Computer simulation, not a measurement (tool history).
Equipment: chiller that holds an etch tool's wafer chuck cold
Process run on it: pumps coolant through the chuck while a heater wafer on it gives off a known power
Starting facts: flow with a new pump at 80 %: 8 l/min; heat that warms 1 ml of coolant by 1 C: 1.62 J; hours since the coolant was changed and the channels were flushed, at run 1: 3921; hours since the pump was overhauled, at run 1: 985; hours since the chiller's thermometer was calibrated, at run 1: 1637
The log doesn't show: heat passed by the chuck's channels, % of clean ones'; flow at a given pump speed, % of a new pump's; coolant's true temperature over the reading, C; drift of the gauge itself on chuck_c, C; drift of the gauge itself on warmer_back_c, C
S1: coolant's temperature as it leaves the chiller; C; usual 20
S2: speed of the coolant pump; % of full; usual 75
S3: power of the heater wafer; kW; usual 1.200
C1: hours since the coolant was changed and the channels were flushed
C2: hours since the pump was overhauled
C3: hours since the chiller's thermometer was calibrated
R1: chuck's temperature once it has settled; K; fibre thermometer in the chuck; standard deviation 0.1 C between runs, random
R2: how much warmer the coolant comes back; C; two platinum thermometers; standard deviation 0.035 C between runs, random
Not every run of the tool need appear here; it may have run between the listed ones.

run,hour,S1,S2,S3,C1,C2,C3,R1,R2
1,0.0,20,75,1.200,3921,985,1637,309.95,6.22
2,24.7,20,75,1.200,3946,1009,1662,310.15,6.19
3,53.2,20,75,1.616,3974,1038,1690,315.65,8.33
4,69.6,20,75,1.200,3991,1054,1707,309.95,6.16
5,96.7,20,75,1.200,4018,1082,1734,310.25,6.16
6,125.5,20,75,1.200,4047,1110,1762,310.15,6.14
7,145.6,20,75,1.200,4067,1130,1783,310.15,6.24
8,158.7,20,67,1.200,4080,1143,1796,311.85,6.94
9,172.7,20,67,1.200,4094,1158,1810,311.85,6.97
10,188.2,20,67,1.200,4109,1173,1825,311.95,6.92
11,206.8,20,67,1.200,4128,1192,1844,312.05,6.98
12,236.5,20,67,1.200,4158,1221,1873,312.05,6.98
# hour 243.0: coolant pump overhauled
13,270.6,20,91,1.580,4187,28,1903,312.45,6.92
14,289.6,15,92,1.109,4206,47,1922,301.75,4.83
15,319.2,15,92,1.109,4235,76,1951,301.75,4.83
# hour 334.9: coolant pump overhauled, once more
16,342.4,19,81,1.159,4253,7,1969,307.05,5.33
17,356.9,19,81,1.159,4268,22,1984,307.05,5.31

Run 18 is up next; what results do you expect?
18,387.1,10,97,1.093,4298,52,2014,?,?

R1: 295.25 K
R2: 4.14 C
Minus the tool's unlogged condition, the same run would have read R1 293.65 K, R2 4.14 C.
